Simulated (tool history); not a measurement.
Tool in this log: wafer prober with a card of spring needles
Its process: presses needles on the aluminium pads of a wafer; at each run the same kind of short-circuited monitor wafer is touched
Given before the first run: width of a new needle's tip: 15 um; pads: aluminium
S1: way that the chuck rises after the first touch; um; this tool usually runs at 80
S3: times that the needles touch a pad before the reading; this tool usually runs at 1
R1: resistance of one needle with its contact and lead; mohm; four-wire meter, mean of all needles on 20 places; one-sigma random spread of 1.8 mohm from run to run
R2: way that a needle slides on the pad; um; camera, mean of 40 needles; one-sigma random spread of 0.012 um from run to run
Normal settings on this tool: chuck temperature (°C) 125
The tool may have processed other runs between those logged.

Run 1, hour 0: usual settings. Result: R1 194 mohm, R2 18.68 um.
At hour 15.1: tips cleaned on abrasive film.
At hour 33.6: tips cleaned on abrasive film.
Run 2, hour 38: usual settings. Result: R1 190 mohm, R2 18.7 um.
At hour 50: tips cleaned on abrasive film.
At hour 69.4: tips cleaned on abrasive film.
At hour 69.7: height of the first contact set anew.
At hour 88.9: tips cleaned on abrasive film.
Run 3, hour 104.8: usual settings but S1 89 um. Result: R1 196 mohm, R2 20.85 um.
At hour 108.8: tips cleaned on abrasive film.
At hour 128.1: tips cleaned on abrasive film.
Run 4, hour 136.3: usual settings but S1 89 um. Result: R1 193 mohm, R2 20.84 um.
At hour 147.5: tips cleaned on abrasive film.
At hour 165.8: tips cleaned on abrasive film.
At hour 185: tips cleaned on abrasive film.
At hour 204.5: tips cleaned on abrasive film.
Run 5, hour 205.3: usual settings but chuck temperature (°C) 102. Result: R1 189 mohm, R2 18.78 um.
At hour 224.3: tips cleaned on abrasive film.
At hour 241.2: tips cleaned on abrasive film.
Run 6, hour 241.2: usual settings but S3 3. Result: R1 196 mohm, R2 18.77 um.
At hour 257.2: tips cleaned on abrasive film.
At hour 272.9: height of the first contact set anew.
At hour 276.9: tips cleaned on abrasive film.
At hour 292.9: tips cleaned on abrasive film.
Run 7, hour 296.5: usual settings but S3 2. Result: R1 194 mohm, R2 18.79 um.
At hour 312.4: tips cleaned on abrasive film.
At hour 331.9: tips cleaned on abrasive film.
At hour 347.9: tips cleaned on abrasive film.
Run 8, hour 358.7: usual settings but S3 2. Result: R1 196 mohm, R2 18.8 um.
At hour 366.7: tips cleaned on abrasive film.
At hour 382.6: tips cleaned on abrasive film.
At hour 401.1: tips cleaned on abrasive film.
At hour 420.9: tips cleaned on abrasive film.
Run 9, hour 436: usual settings but S3 2. Result: R1 193 mohm, R2 18.85 um.
At hour 440.1: tips cleaned on abrasive film.
At hour 459.9: tips cleaned on abrasive film.
At hour 475: height of the first contact set anew.
At hour 479.1: tips cleaned on abrasive film.
Run 10, hour 486.7: usual settings. Result: R1 193 mohm, R2 18.86 um.
At hour 498.2: tips cleaned on abrasive film.
At hour 517.7: tips cleaned on abrasive film.
At hour 536.8: tips cleaned on abrasive film.
At hour 556.1: tips cleaned on abrasive film.
Run 11, hour 556.9: usual settings. Result: R1 194 mohm, R2 18.89 um.
At hour 572.8: tips cleaned on abrasive film.
At hour 588.7: tips cleaned on abrasive film.
Run 12, hour 595.3: usual settings. Result: R1 196 mohm, R2 18.86 um.
At hour 607.3: tips cleaned on abrasive film.
At hour 625: tips cleaned on abrasive film.
Run 13, hour 633.1: usual settings. Result: R1 192 mohm, R2 18.88 um.
At hour 644.4: tips cleaned on abrasive film.
At hour 663.6: tips cleaned on abrasive film.
At hour 675.7: height of the first contact set anew.
Run 14, hour 677.1: usual settings but S1 82 um, chuck temperature (°C) 60, S3 2. Result: R1 180 mohm, R2 19.36 um.
At hour 680.9: tips cleaned on abrasive film.
At hour 696.8: tips cleaned on abrasive film.
At hour 715.4: tips cleaned on abrasive film.
At hour 731.3: tips cleaned on abrasive film.
Run 15, hour 740.4: usual settings but S1 75 um, chuck temperature (°C) 68, S3 2. Result: R1 182 mohm, R2 17.74 um.
At hour 748.4: tips cleaned on abrasive film.
At hour 764.3: tips cleaned on abrasive film.
At hour 784: tips cleaned on abrasive film.
Run 16, hour 797.8: usual settings but S1 75 um, chuck temperature (°C) 68, S3 2. Result: R1 182 mohm, R2 17.75 um.
At hour 801.8: tips cleaned on abrasive film.
At hour 820.9: tips cleaned on abrasive film.
At hour 840.5: tips cleaned on abrasive film.
At hour 860: tips cleaned on abrasive film.
Run 17, hour 874.1: usual settings but chuck temperature (°C) 31. Result: R1 178 mohm, R2 18.98 um.
At hour 878.1: tips cleaned on abrasive film.
At hour 878.4: height of the first contact set anew.
At hour 898.2: tips cleaned on abrasive film.
Run 18, hour 905.5: usual settings but S1 72 um, chuck temperature (°C) 31. Result: R1 176 mohm, R2 17.08 um.
At hour 916.7: tips cleaned on abrasive film.
At hour 935.8: tips cleaned on abrasive film.
At hour 952.7: tips cleaned on abrasive film.
Run 19, hour 952.7: usual settings. Result: R1 195 mohm, R2 19 um.
At hour 968.6: tips cleaned on abrasive film.
At hour 987.7: tips cleaned on abrasive film.
At hour 1006: tips cleaned on abrasive film.
Run 20, hour 1015.3: usual settings but chuck temperature (°C) 36, S3 2. Result: R1 174 mohm, R2 19.01 um.
At hour 1023.4: tips cleaned on abrasive film.
At hour 1042.6: tips cleaned on abrasive film.
At hour 1058.5: tips cleaned on abrasive film.
At hour 1077.6: tips cleaned on abrasive film.
At hour 1081.8: height of the first contact set anew.
Run 21, hour 1087.1: usual settings but S1 61 um, chuck temperature (°C) 117, S3 2. Result: R1 194 mohm, R2 14.52 um.
At hour 1095.1: tips cleaned on abrasive film.
At hour 1115: tips cleaned on abrasive film.
Run 22, hour 1118.3: usual settings but chuck temperature (°C) 42, S3 2. Result: R1 180 mohm, R2 19.04 um.
At hour 1134.2: tips cleaned on abrasive film.
At hour 1153.3: tips cleaned on abrasive film.
At hour 1172.1: tips cleaned on abrasive film.
Run 23, hour 1172.1: usual settings but chuck temperature (°C) 110. Result: R1 190 mohm, R2 19.06 um.
At hour 1191.9: tips cleaned on abrasive film.
At hour 1211: tips cleaned on abrasive film.
Run 24, hour 1224: usual settings but chuck temperature (°C) 110. Result: R1 192 mohm, R2 19.08 um.
At hour 1228: tips cleaned on abrasive film.
At hour 1246.3: tips cleaned on abrasive film.
At hour 1265: tips cleaned on abrasive film.
Run 25, hour 1277.1: usual settings but S1 99 um, chuck temperature (°C) 110, S3 3. Result: R1 192 mohm, R2 23.65 um.
At hour 1281.2: tips cleaned on abrasive film.
At hour 1281.5: height of the first contact set anew.
At hour 1301.2: tips cleaned on abrasive film.
At hour 1320.3: tips cleaned on abrasive film.
At hour 1339.7: tips cleaned on abrasive film.
Run 26, hour 1347.5: usual settings but S1 77 um, chuck temperature (°C) 87. Result: R1 187 mohm, R2 18.38 um.

Some steps in R2 between neighbouring runs. How much of each would the tool show without its hidden state too (settings, what came in, random variation), and how much is left for the hidden state, with any gauge scatter that isn't in both results?
Hidden state present: debris on the tips, nm; way that the needles fall short of the set height, um; tips' diameter, um; drift of the gauge itself on contact_mohm, %; drift of the gauge itself on scrub_um, %.
Run 21 -> 22: S1 61 -> 80, chuck temperature (°C) 117 -> 42, tips cleaned on abrasive film, tips cleaned on abrasive film. R2 +4.52 um: hidden state +0.09, all else +4.43.
Run 24 -> 25: S1 80 -> 99, S3 1 -> 3, tips cleaned on abrasive film, tips cleaned on abrasive film, tips cleaned on abrasive film. R2 +4.57 um: hidden state +0.11, all else +4.46.
Run 25 -> 26: S1 99 -> 77, chuck temperature (°C) 110 -> 87, S3 3 -> 1, tips cleaned on abrasive film, height of the first contact set anew, tips cleaned on abrasive film, tips cleaned on abrasive film, tips cleaned on abrasive film. R2 -5.27 um: hidden state -0.09, all else -5.18.
